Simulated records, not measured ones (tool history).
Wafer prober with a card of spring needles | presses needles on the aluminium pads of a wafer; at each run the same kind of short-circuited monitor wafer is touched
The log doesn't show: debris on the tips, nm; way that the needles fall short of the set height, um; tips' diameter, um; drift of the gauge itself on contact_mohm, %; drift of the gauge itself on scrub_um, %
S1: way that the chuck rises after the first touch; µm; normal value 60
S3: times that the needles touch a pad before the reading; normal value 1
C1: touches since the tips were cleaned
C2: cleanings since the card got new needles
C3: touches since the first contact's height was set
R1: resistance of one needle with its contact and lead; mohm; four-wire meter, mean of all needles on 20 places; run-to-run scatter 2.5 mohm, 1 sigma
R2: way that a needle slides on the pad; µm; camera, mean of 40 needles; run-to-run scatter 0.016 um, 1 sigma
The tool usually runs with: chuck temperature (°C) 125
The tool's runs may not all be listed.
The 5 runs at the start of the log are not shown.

-- hour=94.3 tips cleaned on abrasive film
-- hour=108.4 tips cleaned on abrasive film
-- hour=124 tips cleaned on abrasive film
run 6 hour=124 | S1=60 chuck_temperature_(°C)=125 S3=1 | C1=0 C2=65 C3=104712 | R1=293 R2=15.44
-- hour=138.2 tips cleaned on abrasive film
-- hour=153.8 tips cleaned on abrasive film
run 7 hour=161.6 | S1=60 chuck_temperature_(°C)=125 S3=1 | C1=4433 C2=67 C3=126077 | R1=343 R2=15.39
-- hour=169.2 tips cleaned on abrasive film
-- hour=183.9 tips cleaned on abrasive film
run 8 hour=195.3 | S1=60 chuck_temperature_(°C)=125 S3=1 | C1=6545 C2=69 C3=145253 | R1=354 R2=15.36
-- hour=197.8 height of the first contact set anew
-- hour=199.7 tips cleaned on abrasive film
-- hour=214.3 tips cleaned on abrasive film
run 9 hour=225.6 | S1=60 chuck_temperature_(°C)=41 S3=1 | C1=6431 C2=71 C3=15784 | R1=338 R2=15.22
-- hour=229.2 tips cleaned on abrasive film
-- hour=245.4 tips cleaned on abrasive film
run 10 hour=254.1 | S1=60 chuck_temperature_(°C)=44 S3=1 | C1=5008 C2=73 C3=32001 | R1=330 R2=15.22
-- hour=260 tips cleaned on abrasive film
-- hour=275.1 tips cleaned on abrasive film
run 11 hour=286.9 | S1=60 chuck_temperature_(°C)=44 S3=1 | C1=6739 C2=75 C3=50640 | R1=338 R2=15.17
-- hour=290.6 tips cleaned on abrasive film
-- hour=293 height of the first contact set anew, once more
-- hour=306.3 tips cleaned on abrasive film
run 12 hour=314.9 | S1=60 chuck_temperature_(°C)=44 S3=1 | C1=4949 C2=77 C3=12491 | R1=331 R2=15.54
-- hour=322.6 tips cleaned on abrasive film
run 13 hour=334.2 | S1=60 chuck_temperature_(°C)=125 S3=1 | C1=6649 C2=78 C3=23470 | R1=351 R2=15.56
-- hour=336.9 tips cleaned on abrasive film
-- hour=353.4 tips cleaned on abrasive film
-- hour=367.7 tips cleaned on abrasive film
run 14 hour=367.7 | S1=60 chuck_temperature_(°C)=121 S3=1 | C1=0 C2=81 C3=42429 | R1=291 R2=15.53
-- hour=382.2 tips cleaned on abrasive film
run 15 hour=386.8 | S1=60 chuck_temperature_(°C)=99 S3=1 | C1=2639 C2=82 C3=53293 | R1=328 R2=15.51
-- hour=397.7 tips cleaned on abrasive film
run 16 hour=410.4 | S1=51 chuck_temperature_(°C)=125 S3=3 | C1=7274 C2=83 C3=66770 | R1=323 R2=13.18
-- hour=412.2 tips cleaned on abrasive film
-- hour=426.3 tips cleaned on abrasive film
-- hour=441.1 tips cleaned on abrasive film
run 17 hour=447.7 | S1=44 chuck_temperature_(°C)=76 S3=3 | C1=3755 C2=86 C3=87897 | R1=317 R2=11.33
-- hour=456.2 tips cleaned on abrasive film
-- hour=471.9 tips cleaned on abrasive film
run 18 hour=473.6 | S1=44 chuck_temperature_(°C)=108 S3=3 | C1=943 C2=88 C3=102591 | R1=309 R2=11.28
-- hour=487.6 tips cleaned on abrasive film
-- hour=503.3 tips cleaned on abrasive film
run 19 hour=505.3 | S1=44 chuck_temperature_(°C)=75 S3=1 | C1=1142 C2=90 C3=120633 | R1=326 R2=11.24
-- hour=519.2 tips cleaned on abrasive film
run 20 hour=530.5 | S1=72 chuck_temperature_(°C)=123 S3=1 | C1=6447 C2=91 C3=134959 | R1=335 R2=18.54
-- hour=533.3 tips cleaned on abrasive film
-- hour=547.6 tips cleaned on abrasive film
run 21 hour=547.6 | S1=74 chuck_temperature_(°C)=64 S3=1 | C1=0 C2=93 C3=144681 | R1=276 R2=19
-- hour=563.6 tips cleaned on abrasive film
run 22 hour=564.5 | S1=74 chuck_temperature_(°C)=51 S3=1 | C1=525 C2=94 C3=154266 | R1=280 R2=19.03
-- hour=580.7 tips cleaned on abrasive film
-- hour=597.4 tips cleaned on abrasive film
run 23 hour=600 | S1=53 chuck_temperature_(°C)=96 S3=1 | C1=1512 C2=96 C3=174452 | R1=320 R2=13.52
-- hour=613.4 tips cleaned on abrasive film
run 24 hour=625.3 | S1=60 chuck_temperature_(°C)=62 S3=1 | C1=6847 C2=97 C3=188882 | R1=349 R2=15.3
-- hour=628.7 tips cleaned on abrasive film
-- hour=643.4 tips cleaned on abrasive film
run 25 hour=645.6 | S1=54 chuck_temperature_(°C)=36 S3=2 | C1=1285 C2=99 C3=200379 | R1=296 R2=13.71
-- hour=658.4 tips cleaned on abrasive film
run 26 hour=669.6 | S1=54 chuck_temperature_(°C)=36 S3=2 | C1=6412 C2=100 C3=214031 | R1=326 R2=13.7
-- hour=673.8 tips cleaned on abrasive film
-- hour=688.3 tips cleaned on abrasive film
run 27 hour=698.4 | S1=54 chuck_temperature_(°C)=36 S3=2 | C1=5787 C2=102 C3=230392 | R1=322 R2=13.7
-- hour=704 tips cleaned on abrasive film
run 28 hour=714 | S1=64 chuck_temperature_(°C)=26 S3=3 | C1=5713 C2=103 C3=239269 | R1=284 R2=16.3
-- hour=719.6 tips cleaned on abrasive film
-- hour=719.9 height of the first contact set anew
-- hour=735 tips cleaned on abrasive film
run 29 hour=744.2 | S1=64 chuck_temperature_(°C)=66 S3=1 | C1=5275 C2=105 C3=13893 | R1=333 R2=16.67
-- hour=751.6 tips cleaned on abrasive film
run 30 hour=759.5 | S1=64 chuck_temperature_(°C)=66 S3=1 | C1=4527 C2=106 C3=22583 | R1=331 R2=16.62

Forecast each of these 3 alternatives for the next run:
-- hour=766.4 tips cleaned on abrasive film
-- hour=782.1 tips cleaned on abrasive film
run A hour=792.5 | S1=60 chuck_temperature_(°C)=125 S3=1 | C1=5974 C2=108 C3=41334 | R1=? R2=?
-- hour=766.4 tips cleaned on abrasive film
-- hour=782.1 tips cleaned on abrasive film
run B hour=792.5 | S1=55 chuck_temperature_(°C)=125 S3=1 | C1=5974 C2=108 C3=41334 | R1=? R2=?
-- hour=766.4 tips cleaned on abrasive film
-- hour=782.1 tips cleaned on abrasive film
run C hour=792.5 | S1=41 chuck_temperature_(°C)=26 S3=1 | C1=5974 C2=108 C3=41334 | R1=? R2=?

run=A R1=352 R2=15.53
run=B R1=357 R2=14.23
run=C R1=415 R2=10.59
Stripped of hidden state, with their random variation kept, the same runs would have yielded:
run=A R1=290 R2=15.59
run=B R1=286 R2=14.28
run=C R1=270 R2=10.65
